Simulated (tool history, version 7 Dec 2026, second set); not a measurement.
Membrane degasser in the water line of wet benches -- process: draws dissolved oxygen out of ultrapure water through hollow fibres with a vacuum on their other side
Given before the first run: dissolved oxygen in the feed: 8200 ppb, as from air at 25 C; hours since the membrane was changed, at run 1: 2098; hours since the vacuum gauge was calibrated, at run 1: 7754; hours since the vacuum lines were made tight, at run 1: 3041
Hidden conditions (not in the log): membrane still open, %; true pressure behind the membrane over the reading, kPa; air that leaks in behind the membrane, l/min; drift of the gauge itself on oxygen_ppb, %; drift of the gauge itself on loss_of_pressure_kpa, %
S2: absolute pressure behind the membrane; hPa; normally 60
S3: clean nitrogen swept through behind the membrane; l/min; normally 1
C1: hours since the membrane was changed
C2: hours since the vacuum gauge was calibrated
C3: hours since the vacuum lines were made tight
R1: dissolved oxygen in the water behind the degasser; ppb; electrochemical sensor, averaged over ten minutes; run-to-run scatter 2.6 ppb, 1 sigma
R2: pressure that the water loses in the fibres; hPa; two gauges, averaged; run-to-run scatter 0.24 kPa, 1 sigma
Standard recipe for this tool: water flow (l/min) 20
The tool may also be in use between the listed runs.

run 1 hour=0 | water_flow_(l/min)=20 S2=60 S3=1 | C1=2098 C2=7754 C3=3041 | R1=279.6 R2=619
run 2 hour=65.2 | water_flow_(l/min)=20 S2=60 S3=1.36 | C1=2163 C2=7819 C3=3106 | R1=248.5 R2=616
run 3 hour=176.4 | water_flow_(l/min)=20 S2=60 S3=1 | C1=2274 C2=7931 C3=3217 | R1=282.2 R2=614.4
run 4 hour=248.5 | water_flow_(l/min)=20 S2=60 S3=1 | C1=2346 C2=8003 C3=3289 | R1=279.9 R2=610.4
run 5 hour=327.8 | water_flow_(l/min)=20 S2=60 S3=1 | C1=2426 C2=8082 C3=3368 | R1=283.9 R2=616.1
run 6 hour=438.9 | water_flow_(l/min)=20 S2=60 S3=1 | C1=2537 C2=8193 C3=3479 | R1=284 R2=615.8
run 7 hour=524.3 | water_flow_(l/min)=20 S2=78.2 S3=1 | C1=2622 C2=8278 C3=3565 | R1=355 R2=611.2
-- hour=537.3 vacuum gauge calibrated
run 8 hour=610.7 | water_flow_(l/min)=20 S2=78.2 S3=1 | C1=2708 C2=73 C3=3651 | R1=365.6 R2=615.8
run 9 hour=691.3 | water_flow_(l/min)=20 S2=78.2 S3=1 | C1=2789 C2=154 C3=3731 | R1=371.2 R2=622
run 10 hour=765.9 | water_flow_(l/min)=20 S2=45.8 S3=0.44 | C1=2863 C2=229 C3=3806 | R1=303.9 R2=620.4

Predict the results of run 11:
run 11 hour=889.8 | water_flow_(l/min)=20 S2=78 S3=1.95 | C1=2987 C2=352 C3=3930 | R1=? R2=?

Run 11 produced R1 270.5 ppb, R2 617.3 hPa.
Take away the tool's hidden state, keep the run-to-run variation as it was, and the same run would have given R1 245.5 ppb, R2 603.2 hPa.
